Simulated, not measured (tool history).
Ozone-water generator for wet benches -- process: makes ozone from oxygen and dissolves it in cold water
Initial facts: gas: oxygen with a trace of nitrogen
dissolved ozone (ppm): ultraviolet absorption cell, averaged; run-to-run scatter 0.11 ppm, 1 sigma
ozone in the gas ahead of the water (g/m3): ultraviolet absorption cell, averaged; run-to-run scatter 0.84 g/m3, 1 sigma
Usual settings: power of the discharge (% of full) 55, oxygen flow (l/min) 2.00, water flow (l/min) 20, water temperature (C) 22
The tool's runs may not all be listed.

run,hour,power of the discharge (% of full),oxygen flow (l/min),water flow (l/min),water temperature (C),dissolved ozone (ppm),ozone in the gas ahead of the water (g/m3)
1,0.0,55,2.00,20,22,7.7,125.6
2,62.0,55,2.00,20,22,7.8,125.2
3,166.5,67,2.00,20,22,9.2,148.8
4,267.0,55,1.60,20,22,7.8,145.8
5,404.7,55,1.60,20,22,7.8,146.3
6,497.2,55,1.60,20,22,7.6,144.8
7,617.5,55,2.00,20,22,7.8,124.5
8,740.0,55,1.11,20,22,7.2,186.3
9,801.9,55,2.00,20,22,7.8,124.0
10,916.8,55,2.00,20,22,7.7,124.4
11,1035.5,55,2.00,20,30,7.2,123.4
12,1163.8,55,2.00,20,30,7.1,123.9
13,1284.0,55,2.00,20,26,7.4,125.6
14,1370.9,55,2.00,20,26,7.2,123.5
15,1470.4,55,2.00,20,26,7.3,123.5
16,1577.8,55,2.00,30,26,5.0,123.4
17,1648.6,55,2.00,30,26,5.2,123.3
18,1731.7,55,2.00,30,26,5.0,122.8
19,1805.0,55,2.00,30,26,5.3,121.6
20,1941.6,48,1.33,28,19,4.7,144.3
21,2077.4,55,2.06,13,22,10.8,120.0
22,2201.4,55,2.06,13,22,10.5,119.2
# hour 2217.6: contactor cleaned
23,2346.5,55,2.00,29,22,5.3,121.8
# hour 2441.3: contactor cleaned, once more
24,2483.5,55,2.00,29,22,5.4,122.2
25,2618.9,55,2.00,29,22,5.7,121.8
26,2713.7,55,2.00,29,22,5.5,120.6
27,2802.5,55,1.15,12,20,11.5,176.1
28,2875.4,55,1.15,12,20,11.5,177.1
29,3017.3,49,1.34,18,14,7.7,145.6
30,3144.1,49,1.34,18,14,7.8,145.0
31,3262.7,49,1.34,18,14,7.8,143.7
32,3351.1,41,1.97,29,14,4.3,97.3
33,3497.6,40,2.00,14,22,8.0,93.2

Predict each of these 3 candidate next runs independently; none follows another, all start after run 33:
A,3607.2,40,2.00,14,20,?,?
B,3607.2,55,1.05,26,22,?,?
C,3607.2,40,2.48,15,22,?,?

run,dissolved ozone (ppm),ozone in the gas ahead of the water (g/m3)
A,8.1,93.3
B,5.5,184.2
C,7.4,81.8
With no hidden state in the tool, these same runs would have given:
run,dissolved ozone (ppm),ozone in the gas ahead of the water (g/m3)
A,8.7,100.4
B,6.2,205.4
C,8.0,88.0

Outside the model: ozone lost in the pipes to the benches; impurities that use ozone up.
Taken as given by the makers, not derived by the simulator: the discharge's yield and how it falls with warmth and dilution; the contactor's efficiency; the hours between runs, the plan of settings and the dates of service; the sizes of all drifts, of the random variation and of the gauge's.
